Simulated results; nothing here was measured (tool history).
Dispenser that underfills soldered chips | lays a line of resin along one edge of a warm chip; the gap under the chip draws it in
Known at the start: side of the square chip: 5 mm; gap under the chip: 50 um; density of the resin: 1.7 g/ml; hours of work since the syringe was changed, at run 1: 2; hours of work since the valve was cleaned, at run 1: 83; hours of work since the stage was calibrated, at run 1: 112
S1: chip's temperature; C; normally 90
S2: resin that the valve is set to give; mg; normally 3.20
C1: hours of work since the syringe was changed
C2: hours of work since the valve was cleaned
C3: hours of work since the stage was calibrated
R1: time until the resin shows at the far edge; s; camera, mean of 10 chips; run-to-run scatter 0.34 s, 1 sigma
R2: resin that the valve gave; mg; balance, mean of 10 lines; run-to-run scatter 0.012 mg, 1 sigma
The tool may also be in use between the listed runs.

{"run": 1, "hour": 0.0, "S1": 90, "S2": 3.2, "C1": 2, "C2": 83, "C3": 112, "R1": 17.8, "R2": 3.0}
{"hour": 5.5, "done": "new syringe of resin"}
{"run": 2, "hour": 11.2, "S1": 90, "S2": 3.2, "C1": 4, "C2": 90, "C3": 120, "R1": 21.0, "R2": 2.99}
{"hour": 12.7, "done": "dispensing valve cleaned and set on the balance"}
{"hour": 14.4, "done": "new syringe of resin"}
{"hour": 22.4, "done": "new syringe of resin"}
{"run": 3, "hour": 23.5, "S1": 90, "S2": 3.2, "C1": 1, "C2": 7, "C3": 127, "R1": 16.5, "R2": 3.18}
{"hour": 30.4, "done": "new syringe of resin"}
{"run": 4, "hour": 33.5, "S1": 90, "S2": 3.2, "C1": 2, "C2": 14, "C3": 134, "R1": 18.1, "R2": 3.15}
{"hour": 38.3, "done": "new syringe of resin"}
{"run": 5, "hour": 42.6, "S1": 89, "S2": 3.2, "C1": 3, "C2": 20, "C3": 140, "R1": 20.2, "R2": 3.16}
{"hour": 46.2, "done": "new syringe of resin"}
{"run": 6, "hour": 49.9, "S1": 89, "S2": 3.2, "C1": 3, "C2": 25, "C3": 145, "R1": 20.0, "R2": 3.13}
{"hour": 54.0, "done": "new syringe of resin"}
{"run": 7, "hour": 55.4, "S1": 89, "S2": 3.2, "C1": 1, "C2": 29, "C3": 149, "R1": 16.9, "R2": 3.13}
{"run": 8, "hour": 60.7, "S1": 90, "S2": 3.2, "C1": 5, "C2": 32, "C3": 153, "R1": 21.8, "R2": 3.11}
{"hour": 62.0, "done": "new syringe of resin"}
{"run": 9, "hour": 66.1, "S1": 90, "S2": 3.2, "C1": 3, "C2": 36, "C3": 156, "R1": 18.7, "R2": 3.12}
{"hour": 70.3, "done": "new syringe of resin"}
{"run": 10, "hour": 75.8, "S1": 90, "S2": 3.2, "C1": 4, "C2": 42, "C3": 163, "R1": 21.0, "R2": 3.1}
{"hour": 78.1, "done": "new syringe of resin"}
{"hour": 86.2, "done": "new syringe of resin"}
{"run": 11, "hour": 86.4, "S1": 90, "S2": 3.2, "C1": 0, "C2": 49, "C3": 170, "R1": 14.1, "R2": 3.12}
{"hour": 94.3, "done": "new syringe of resin"}
{"run": 12, "hour": 96.0, "S1": 90, "S2": 3.2, "C1": 1, "C2": 56, "C3": 176, "R1": 17.0, "R2": 3.08}
{"hour": 102.3, "done": "new syringe of resin"}
{"run": 13, "hour": 104.9, "S1": 90, "S2": 3.2, "C1": 2, "C2": 62, "C3": 182, "R1": 17.4, "R2": 3.06}
{"hour": 110.5, "done": "new syringe of resin"}
{"run": 14, "hour": 112.6, "S1": 76, "S2": 4.15, "C1": 1, "C2": 67, "C3": 187, "R1": 28.0, "R2": 3.95}
{"hour": 118.6, "done": "new syringe of resin"}
{"run": 15, "hour": 122.8, "S1": 94, "S2": 3.04, "C1": 3, "C2": 74, "C3": 194, "R1": 16.5, "R2": 2.89}
{"hour": 126.6, "done": "new syringe of resin"}
{"run": 16, "hour": 132.6, "S1": 90, "S2": 3.02, "C1": 4, "C2": 81, "C3": 201, "R1": 21.6, "R2": 2.85}
{"hour": 134.7, "done": "new syringe of resin"}
{"hour": 142.7, "done": "new syringe of resin"}
{"run": 17, "hour": 143.6, "S1": 99, "S2": 3.33, "C1": 1, "C2": 88, "C3": 208, "R1": 11.4, "R2": 3.12}
{"hour": 149.0, "done": "dispensing valve cleaned and set on the balance"}
{"hour": 151.8, "done": "new syringe of resin"}
{"run": 18, "hour": 155.1, "S1": 87, "S2": 4.14, "C1": 2, "C2": 4, "C3": 215, "R1": 20.2, "R2": 4.14}
{"hour": 159.7, "done": "new syringe of resin"}
{"run": 19, "hour": 162.8, "S1": 79, "S2": 4.17, "C1": 2, "C2": 9, "C3": 220, "R1": 26.0, "R2": 4.15}
{"hour": 167.6, "done": "new syringe of resin"}
{"run": 20, "hour": 171.9, "S1": 80, "S2": 2.87, "C1": 3, "C2": 15, "C3": 227, "R1": 28.0, "R2": 2.82}
{"hour": 175.8, "done": "new syringe of resin"}
{"run": 21, "hour": 181.9, "S1": 80, "S2": 2.87, "C1": 4, "C2": 22, "C3": 233, "R1": 29.8, "R2": 2.8}
{"hour": 183.9, "done": "new syringe of resin"}
{"run": 22, "hour": 188.5, "S1": 95, "S2": 3.64, "C1": 3, "C2": 27, "C3": 238, "R1": 16.0, "R2": 3.57}
{"hour": 191.6, "done": "new syringe of resin"}
{"run": 23, "hour": 195.8, "S1": 86, "S2": 2.92, "C1": 3, "C2": 31, "C3": 243, "R1": 21.4, "R2": 2.86}
{"hour": 200.1, "done": "new syringe of resin"}
{"run": 24, "hour": 206.6, "S1": 91, "S2": 3.51, "C1": 5, "C2": 39, "C3": 250, "R1": 20.4, "R2": 3.42}
{"hour": 208.2, "done": "new syringe of resin"}
{"hour": 216.4, "done": "new syringe of resin"}
{"run": 25, "hour": 217.1, "S1": 91, "S2": 3.51, "C1": 0, "C2": 46, "C3": 257, "R1": 14.8, "R2": 3.39}

3 ways to go on from here, each from the tool as it stands after run 25. What would each give?
{"hour": 224.8, "done": "new syringe of resin"}
{"run": "A", "hour": 224.8, "S1": 100, "S2": 3.37, "C1": 0, "C2": 51, "C3": 262, "R1": "?", "R2": "?"}
{"hour": 224.8, "done": "new syringe of resin"}
{"run": "B", "hour": 224.8, "S1": 75, "S2": 3.15, "C1": 0, "C2": 51, "C3": 262, "R1": "?", "R2": "?"}
{"hour": 224.8, "done": "new syringe of resin"}
{"run": "C", "hour": 224.8, "S1": 89, "S2": 2.85, "C1": 0, "C2": 51, "C3": 262, "R1": "?", "R2": "?"}

run=A R1=10.3 R2=3.27
run=B R1=25.9 R2=3.03
run=C R1=15.4 R2=2.74
What these runs would have given with no unlogged condition in the tool:
run=A R1=11.0 R2=3.38
run=B R1=28.0 R2=3.13
run=C R1=16.5 R2=2.84
